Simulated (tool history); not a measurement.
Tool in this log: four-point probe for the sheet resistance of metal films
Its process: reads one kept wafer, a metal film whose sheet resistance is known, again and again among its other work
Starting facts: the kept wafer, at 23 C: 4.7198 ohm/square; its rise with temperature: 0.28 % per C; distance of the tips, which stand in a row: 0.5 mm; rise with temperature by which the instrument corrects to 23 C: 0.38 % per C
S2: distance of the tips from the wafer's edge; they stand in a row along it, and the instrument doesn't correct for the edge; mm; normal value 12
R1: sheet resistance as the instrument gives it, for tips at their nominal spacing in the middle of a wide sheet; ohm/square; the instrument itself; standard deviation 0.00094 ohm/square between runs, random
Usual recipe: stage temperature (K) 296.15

run 1 day=0 | stage_temperature_(K)=296.15 S2=12 | R1=4.709069
run 2 day=0.629 | stage_temperature_(K)=296.15 S2=12 | R1=4.707752
run 3 day=1.167 | stage_temperature_(K)=296.15 S2=12 | R1=4.705986
run 4 day=1.721 | stage_temperature_(K)=296.15 S2=12 | R1=4.70834
run 5 day=2.575 | stage_temperature_(K)=296.15 S2=12 | R1=4.706682
run 6 day=2.967 | stage_temperature_(K)=296.15 S2=12 | R1=4.706286
run 7 day=3.858 | stage_temperature_(K)=296.15 S2=12 | R1=4.704159
run 8 day=4.438 | stage_temperature_(K)=296.15 S2=12 | R1=4.705504
run 9 day=4.908 | stage_temperature_(K)=296.15 S2=12 | R1=4.705205
run 10 day=5.375 | stage_temperature_(K)=296.15 S2=12 | R1=4.705673
run 11 day=6.229 | stage_temperature_(K)=296.15 S2=12 | R1=4.705276
-- day=6.3 stage's thermometer calibrated
run 12 day=7.012 | stage_temperature_(K)=296.15 S2=12 | R1=4.703399
run 13 day=7.438 | stage_temperature_(K)=296.15 S2=12 | R1=4.704221
run 14 day=8.083 | stage_temperature_(K)=307.15 S2=31 | R1=4.653535
-- day=8.238 stage's thermometer calibrated, once more
run 15 day=8.712 | stage_temperature_(K)=293.15 S2=31 | R1=4.714051
run 16 day=9.408 | stage_temperature_(K)=293.15 S2=31 | R1=4.713038
run 17 day=10.212 | stage_temperature_(K)=293.15 S2=31 | R1=4.712183
run 18 day=10.696 | stage_temperature_(K)=293.15 S2=31 | R1=4.714142
run 19 day=11.504 | stage_temperature_(K)=296.15 S2=32 | R1=4.698736
run 20 day=12.042 | stage_temperature_(K)=296.15 S2=32 | R1=4.699263
run 21 day=12.471 | stage_temperature_(K)=296.15 S2=17 | R1=4.70116
run 22 day=13.008 | stage_temperature_(K)=293.15 S2=11 | R1=4.718213
run 23 day=13.625 | stage_temperature_(K)=301.15 S2=33 | R1=4.67761
run 24 day=14.525 | stage_temperature_(K)=297.15 S2=7 | R1=4.706582
run 25 day=15.408 | stage_temperature_(K)=294.15 S2=8 | R1=4.716391

Branching from run 25: 4 alternative next runs. What would each branch give?
run A day=16.142 | stage_temperature_(K)=298.15 S2=5 | R1=?
run B day=16.142 | stage_temperature_(K)=304.15 S2=40 | R1=?
run C day=16.142 | stage_temperature_(K)=301.15 S2=12 | R1=?
run D day=16.142 | stage_temperature_(K)=295.15 S2=7 | R1=?

run=A R1=4.713382
run=B R1=4.662395
run=C R1=4.678487
run=D R1=4.712721
What these runs would have given with no unlogged condition in the tool:
run=A R1=4.736426
run=B R1=4.68519
run=C R1=4.701363
run=D R1=4.73577
